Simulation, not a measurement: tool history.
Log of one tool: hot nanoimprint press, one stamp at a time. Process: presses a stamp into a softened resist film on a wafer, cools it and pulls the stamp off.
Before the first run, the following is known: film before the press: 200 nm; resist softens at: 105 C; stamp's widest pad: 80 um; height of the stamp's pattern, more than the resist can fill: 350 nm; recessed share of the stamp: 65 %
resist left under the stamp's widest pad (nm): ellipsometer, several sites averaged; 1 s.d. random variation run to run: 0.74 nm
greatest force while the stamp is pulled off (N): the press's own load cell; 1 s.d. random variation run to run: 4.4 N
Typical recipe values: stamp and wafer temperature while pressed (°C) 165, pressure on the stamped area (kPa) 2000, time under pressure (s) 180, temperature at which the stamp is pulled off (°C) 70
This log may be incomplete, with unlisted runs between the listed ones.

| run | hour | stamp and wafer temperature while pressed (°C) | pressure on the stamped area (kPa) | time under pressure (s) | temperature at which the stamp is pulled off (°C) | resist left under the stamp's widest pad (nm) | greatest force while the stamp is pulled off (N) |
|---|---|---|---|---|---|---|---|
| 1 | 0 | 165 | 2000 | 180 | 70 | 89.4 | 214 |
|  | 33.8 | plate thermocouple calibrated |
| 2 | 63.5 | 165 | 2000 | 180 | 63 | 91 | 207 |
| 3 | 121.2 | 165 | 2000 | 180 | 70 | 89.4 | 203 |
| 4 | 194.1 | 165 | 2000 | 180 | 70 | 90.3 | 214 |
| 5 | 263.3 | 162 | 2000 | 180 | 70 | 100.3 | 212 |
| 6 | 302.8 | 159 | 2000 | 180 | 70 | 110.5 | 206 |
| 7 | 368.6 | 172 | 2000 | 180 | 70 | 70.1 | 210 |
| 8 | 417.9 | 172 | 2000 | 180 | 70 | 71.8 | 217 |
| 9 | 497 | 165 | 2000 | 180 | 70 | 90.4 | 216 |
| 10 | 565.3 | 165 | 2000 | 180 | 70 | 90.2 | 207 |
| 11 | 619.8 | 165 | 2000 | 180 | 70 | 90.5 | 215 |
| 12 | 675.8 | 165 | 2000 | 180 | 70 | 89.2 | 210 |
|  | 685.4 | stamp cleaned and given a new release coat |
| 13 | 727.5 | 165 | 2000 | 180 | 70 | 89.8 | 203 |
| 14 | 773.4 | 165 | 2000 | 180 | 59 | 90.5 | 228 |
| 15 | 842.8 | 164 | 2000 | 180 | 70 | 93.2 | 212 |
| 16 | 892.3 | 165 | 2530 | 180 | 70 | 79.3 | 218 |
|  | 911.1 | plate thermocouple calibrated |
| 17 | 948 | 170 | 3040 | 180 | 70 | 60.7 | 212 |
| 18 | 1022.2 | 165 | 1520 | 180 | 70 | 104 | 207 |
| 19 | 1055.2 | 165 | 1520 | 180 | 70 | 105.7 | 219 |
|  | 1101.9 | press's hydraulic seals changed and the load cell set to zero |
| 20 | 1133.6 | 159 | 1800 | 180 | 70 | 116.7 | 217 |
| 21 | 1174.2 | 159 | 1800 | 180 | 70 | 115.2 | 210 |
| 22 | 1244.2 | 161 | 1830 | 180 | 77 | 110.2 | 208 |
| 23 | 1306.9 | 165 | 1410 | 180 | 56 | 108.4 | 227 |
| 24 | 1363.5 | 175 | 2640 | 180 | 71 | 53.6 | 217 |
| 25 | 1403.7 | 177 | 1960 | 285 | 66 | 52.1 | 219 |
| 26 | 1479.7 | 177 | 2540 | 285 | 66 | 43.4 | 216 |
|  | 1525.3 | stamp cleaned and given a new release coat |
| 27 | 1525.3 | 165 | 2210 | 215 | 70 | 80.4 | 210 |
| 28 | 1601.3 | 165 | 2210 | 215 | 70 | 80.9 | 226 |
| 29 | 1659.5 | 165 | 2000 | 347 | 70 | 73.1 | 209 |

Consider 3 possible next runs. They are alternatives, not a sequence: every one starts from the tool as it was left by run 29. What does each give?
| A | 1702.5 | 165 | 2810 | 317 | 70 | ? | ? |
| B | 1702.5 | 168 | 2000 | 180 | 70 | ? | ? |
| C | 1702.5 | 158 | 1830 | 180 | 63 | ? | ? |

| run | resist left under the stamp's widest pad (nm) | greatest force while the stamp is pulled off (N) |
|---|---|---|
| A | 59.5 | 207 |
| B | 82.5 | 219 |
| C | 120.8 | 217 |
What these runs would have given with no unlogged condition in the tool:
| run | resist left under the stamp's widest pad (nm) | greatest force while the stamp is pulled off (N) |
|---|---|---|
| A | 59.4 | 206 |
| B | 82.4 | 218 |
| C | 120.6 | 216 |
